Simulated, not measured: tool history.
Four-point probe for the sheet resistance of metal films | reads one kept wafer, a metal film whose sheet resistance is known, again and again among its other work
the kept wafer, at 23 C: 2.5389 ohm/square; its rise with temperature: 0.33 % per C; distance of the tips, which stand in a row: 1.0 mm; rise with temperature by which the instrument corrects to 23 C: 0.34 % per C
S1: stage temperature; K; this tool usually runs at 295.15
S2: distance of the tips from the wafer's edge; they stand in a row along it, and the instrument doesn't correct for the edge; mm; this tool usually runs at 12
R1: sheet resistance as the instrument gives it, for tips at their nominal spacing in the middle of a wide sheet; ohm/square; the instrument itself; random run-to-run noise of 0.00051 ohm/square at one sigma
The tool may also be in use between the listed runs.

| run | hour | S1 | S2 | R1 |
|---|---|---|---|---|
| 1 | 0 | 295.15 | 12 | 2.544164 |
| 2 | 28.3 | 295.15 | 12 | 2.543071 |
| 3 | 50.1 | 295.15 | 12 | 2.544082 |
| 4 | 86.9 | 295.15 | 12 | 2.542988 |
| 5 | 124.3 | 295.15 | 12 | 2.543346 |
| 6 | 157.8 | 295.15 | 12 | 2.544017 |
| 7 | 177.5 | 293.15 | 12 | 2.544424 |
| 8 | 216.5 | 293.15 | 12 | 2.544098 |
| 9 | 253.9 | 293.15 | 12 | 2.543521 |
| 10 | 290 | 293.15 | 12 | 2.542392 |
| 11 | 314.8 | 293.15 | 12 | 2.543528 |
| 12 | 332.1 | 293.15 | 12 | 2.543153 |
| 13 | 362.7 | 295.15 | 4 | 2.614123 |
|  | 386.7 | stage's thermometer calibrated |
| 14 | 395.4 | 295.15 | 4 | 2.622572 |
| 15 | 417.6 | 301.15 | 6 | 2.574289 |
| 16 | 434.9 | 301.15 | 14 | 2.544973 |
| 17 | 467 | 301.15 | 14 | 2.545367 |
| 18 | 489.6 | 299.15 | 6 | 2.575644 |
| 19 | 510.4 | 303.15 | 3 | 2.678201 |
| 20 | 538.7 | 293.15 | 10 | 2.55313 |
| 21 | 573.5 | 294.15 | 19 | 2.542961 |
| 22 | 607.2 | 294.15 | 4 | 2.621455 |
| 23 | 626 | 292.15 | 11 | 2.550918 |
| 24 | 643.7 | 295.15 | 4 | 2.61976 |
| 25 | 678.6 | 295.15 | 4 | 2.621102 |
| 26 | 716.5 | 295.15 | 4 | 2.621216 |
| 27 | 738.3 | 294.15 | 4 | 2.621113 |
| 28 | 776.6 | 306.15 | 26 | 2.535896 |

Forecast each of these 3 alternatives for the next run:
| A | 803 | 299.15 | 42 | ? |
| B | 803 | 308.15 | 12 | ? |
| C | 803 | 297.15 | 6 | ? |

| run | R1 |
|---|---|
| A | 2.537301 |
| B | 2.542576 |
| C | 2.573736 |
Take away the tool's hidden state, keep each run's random variation, and the runs would have read:
| run | R1 |
|---|---|
| A | 2.538895 |
| B | 2.544146 |
| C | 2.575358 |

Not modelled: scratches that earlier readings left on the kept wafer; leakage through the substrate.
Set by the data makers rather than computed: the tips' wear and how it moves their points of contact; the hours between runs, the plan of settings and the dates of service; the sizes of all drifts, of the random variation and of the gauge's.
